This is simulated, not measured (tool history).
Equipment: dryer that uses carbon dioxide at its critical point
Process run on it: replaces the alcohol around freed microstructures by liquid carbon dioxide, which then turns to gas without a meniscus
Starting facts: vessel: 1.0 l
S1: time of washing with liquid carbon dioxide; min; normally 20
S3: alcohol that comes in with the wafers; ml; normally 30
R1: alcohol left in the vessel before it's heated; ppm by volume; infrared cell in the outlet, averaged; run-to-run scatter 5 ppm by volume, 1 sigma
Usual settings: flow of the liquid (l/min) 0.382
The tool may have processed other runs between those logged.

run 1 hour=0 | S1=20 flow_of_the_liquid_(l/min)=0.382 S3=30 | R1=58
run 2 hour=7.1 | S1=20 flow_of_the_liquid_(l/min)=0.382 S3=30 | R1=64
run 3 hour=16 | S1=15 flow_of_the_liquid_(l/min)=0.382 S3=30 | R1=212
run 4 hour=25.8 | S1=20 flow_of_the_liquid_(l/min)=0.382 S3=96 | R1=148
run 5 hour=35.8 | S1=20 flow_of_the_liquid_(l/min)=0.382 S3=96 | R1=143
run 6 hour=41.4 | S1=20 flow_of_the_liquid_(l/min)=0.382 S3=22 | R1=59
run 7 hour=45.9 | S1=20 flow_of_the_liquid_(l/min)=0.382 S3=22 | R1=66
run 8 hour=52.7 | S1=20 flow_of_the_liquid_(l/min)=0.382 S3=22 | R1=62
run 9 hour=59.9 | S1=20 flow_of_the_liquid_(l/min)=0.382 S3=30 | R1=72
run 10 hour=66.8 | S1=20 flow_of_the_liquid_(l/min)=0.382 S3=30 | R1=69
run 11 hour=73.1 | S1=20 flow_of_the_liquid_(l/min)=0.382 S3=30 | R1=76
run 12 hour=81.3 | S1=24 flow_of_the_liquid_(l/min)=0.546 S3=65 | R1=39
run 13 hour=90.1 | S1=24 flow_of_the_liquid_(l/min)=0.546 S3=65 | R1=38
run 14 hour=97.6 | S1=24 flow_of_the_liquid_(l/min)=0.256 S3=96 | R1=475
run 15 hour=102.6 | S1=15 flow_of_the_liquid_(l/min)=0.244 S3=23 | R1=956
run 16 hour=108.4 | S1=15 flow_of_the_liquid_(l/min)=0.244 S3=23 | R1=963
run 17 hour=112.9 | S1=20 flow_of_the_liquid_(l/min)=0.298 S3=29 | R1=201

Forecast each of these 3 alternatives for the next run:
run A hour=117.2 | S1=17 flow_of_the_liquid_(l/min)=0.459 S3=29 | R1=?
run B hour=117.2 | S1=15 flow_of_the_liquid_(l/min)=0.356 S3=92 | R1=?
run C hour=117.2 | S1=20 flow_of_the_liquid_(l/min)=0.488 S3=30 | R1=?

run=A R1=78
run=B R1=939
run=C R1=46
Take away the tool's hidden state, keep each run's random variation, and the runs would have read:
run=A R1=31
run=B R1=693
run=C R1=8
